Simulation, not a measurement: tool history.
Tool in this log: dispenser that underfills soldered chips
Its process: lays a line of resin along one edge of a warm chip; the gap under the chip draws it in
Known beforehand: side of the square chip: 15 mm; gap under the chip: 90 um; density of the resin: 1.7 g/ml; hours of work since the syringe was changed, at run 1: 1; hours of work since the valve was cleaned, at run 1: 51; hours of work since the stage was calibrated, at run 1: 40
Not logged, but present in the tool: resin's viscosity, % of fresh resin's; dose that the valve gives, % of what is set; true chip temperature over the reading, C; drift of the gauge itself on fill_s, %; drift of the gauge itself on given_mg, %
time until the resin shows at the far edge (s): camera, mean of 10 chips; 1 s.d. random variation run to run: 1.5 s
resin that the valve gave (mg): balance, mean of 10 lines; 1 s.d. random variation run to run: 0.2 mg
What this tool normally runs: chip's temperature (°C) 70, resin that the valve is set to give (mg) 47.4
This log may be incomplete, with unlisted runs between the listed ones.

| run | hour | chip's temperature (°C) | resin that the valve is set to give (mg) | hours of work since the syringe was changed | hours of work since the valve was cleaned | hours of work since the stage was calibrated | time until the resin shows at the far edge (s) | resin that the valve gave (mg) |
|---|---|---|---|---|---|---|---|---|
| 1 | 0.0 | 70 | 47.4 | 1 | 51 | 40 | 150.3 | 46.14 |
| 2 | 4.4 | 64 | 47.4 | 4 | 55 | 43 | 214.8 | 46.07 |
| 3 | 11.5 | 64 | 47.4 | 10 | 60 | 49 | 253.4 | 46.06 |
|  | 14.5 | new syringe of resin |
| 4 | 15.4 | 64 | 47.4 | 1 | 63 | 51 | 198.2 | 45.76 |
| 5 | 20.5 | 61 | 47.4 | 4 | 67 | 55 | 250.2 | 45.91 |
| 6 | 25.4 | 61 | 47.4 | 8 | 70 | 59 | 280.4 | 46.14 |
|  | 29.9 | new syringe of resin |
| 7 | 29.9 | 61 | 47.4 | 0 | 73 | 62 | 211.7 | 46.06 |
| 8 | 33.6 | 70 | 42.6 | 3 | 76 | 65 | 171.6 | 41.13 |
| 9 | 39.1 | 70 | 42.6 | 7 | 80 | 69 | 195.0 | 41.05 |
| 10 | 44.2 | 70 | 42.6 | 11 | 84 | 73 | 225.0 | 40.98 |
|  | 45.6 | new syringe of resin |
| 11 | 52.6 | 70 | 42.6 | 5 | 90 | 79 | 187.8 | 40.82 |
| 12 | 59.4 | 59 | 42.6 | 10 | 95 | 84 | 341.7 | 40.52 |
|  | 61.3 | new syringe of resin |
| 13 | 64.4 | 64 | 47.4 | 2 | 99 | 87 | 210.5 | 45.46 |
| 14 | 68.2 | 64 | 47.4 | 5 | 101 | 90 | 227.4 | 45.22 |
| 15 | 72.2 | 56 | 47.4 | 8 | 104 | 93 | 342.0 | 45.06 |
|  | 77.0 | new syringe of resin |
| 16 | 77.3 | 70 | 53.1 | 0 | 108 | 97 | 150.3 | 50.18 |
| 17 | 85.8 | 70 | 47.4 | 7 | 114 | 103 | 192.6 | 44.85 |
|  | 92.4 | new syringe of resin |
| 18 | 93.7 | 70 | 47.4 | 1 | 120 | 109 | 160.8 | 45.03 |
| 19 | 97.7 | 58 | 44.4 | 4 | 123 | 111 | 284.1 | 41.96 |
| 20 | 103.6 | 78 | 48.8 | 8 | 127 | 116 | 153.3 | 46.07 |
|  | 108.1 | new syringe of resin |
| 21 | 109.6 | 60 | 56.2 | 1 | 132 | 120 | 228.4 | 53.02 |
| 22 | 117.7 | 82 | 40.5 | 7 | 138 | 126 | 138.0 | 37.87 |
|  | 122.0 | dispensing valve cleaned and set on the balance |
|  | 124.4 | new syringe of resin |
| 23 | 125.9 | 82 | 40.5 | 1 | 3 | 131 | 109.7 | 40.53 |
| 24 | 132.4 | 74 | 56.6 | 6 | 8 | 136 | 157.9 | 56.47 |
| 25 | 138.5 | 77 | 54.2 | 11 | 12 | 141 | 160.3 | 53.98 |
|  | 140.0 | new syringe of resin |
| 26 | 142.9 | 61 | 48.1 | 2 | 15 | 144 | 236.4 | 47.97 |
| 27 | 149.9 | 84 | 53.1 | 7 | 20 | 149 | 116.4 | 52.53 |
|  | 155.3 | new syringe of resin |
| 28 | 157.8 | 71 | 44.8 | 2 | 26 | 155 | 167.9 | 44.20 |
| 29 | 163.6 | 73 | 47.6 | 6 | 30 | 159 | 171.5 | 47.00 |
| 30 | 168.9 | 84 | 53.0 | 10 | 34 | 163 | 130.1 | 52.14 |
|  | 170.7 | new syringe of resin |
| 31 | 175.7 | 71 | 43.4 | 4 | 39 | 168 | 172.1 | 42.47 |
| 32 | 181.4 | 73 | 42.5 | 8 | 43 | 172 | 188.7 | 41.40 |
|  | 186.3 | new syringe of resin |
| 33 | 187.5 | 73 | 42.5 | 1 | 48 | 176 | 147.7 | 41.70 |
| 34 | 193.4 | 68 | 48.4 | 5 | 52 | 181 | 198.7 | 47.16 |
| 35 | 198.9 | 68 | 48.4 | 9 | 56 | 185 | 225.1 | 47.45 |
|  | 201.6 | new syringe of resin |
| 36 | 206.1 | 58 | 47.2 | 3 | 61 | 190 | 278.3 | 46.15 |

Branching from run 36: 4 alternative next runs. What would each branch give?
| A | 212.2 | 65 | 57.8 | 8 | 66 | 195 | ? | ? |
| B | 212.2 | 66 | 58.3 | 8 | 66 | 195 | ? | ? |
| C | 212.2 | 59 | 61.4 | 8 | 66 | 195 | ? | ? |
| D | 212.2 | 60 | 49.6 | 8 | 66 | 195 | ? | ? |

| run | time until the resin shows at the far edge (s) | resin that the valve gave (mg) |
|---|---|---|
| A | 235.8 | 56.37 |
| B | 225.6 | 56.50 |
| C | 294.7 | 59.65 |
| D | 296.4 | 48.27 |
The same runs, with their run-to-run variation unchanged, on a tool lacking any hidden condition would have given:
| run | time until the resin shows at the far edge (s) | resin that the valve gave (mg) |
|---|---|---|
| A | 174.2 | 57.99 |
| B | 166.7 | 58.11 |
| C | 217.6 | 61.36 |
| D | 217.8 | 49.65 |
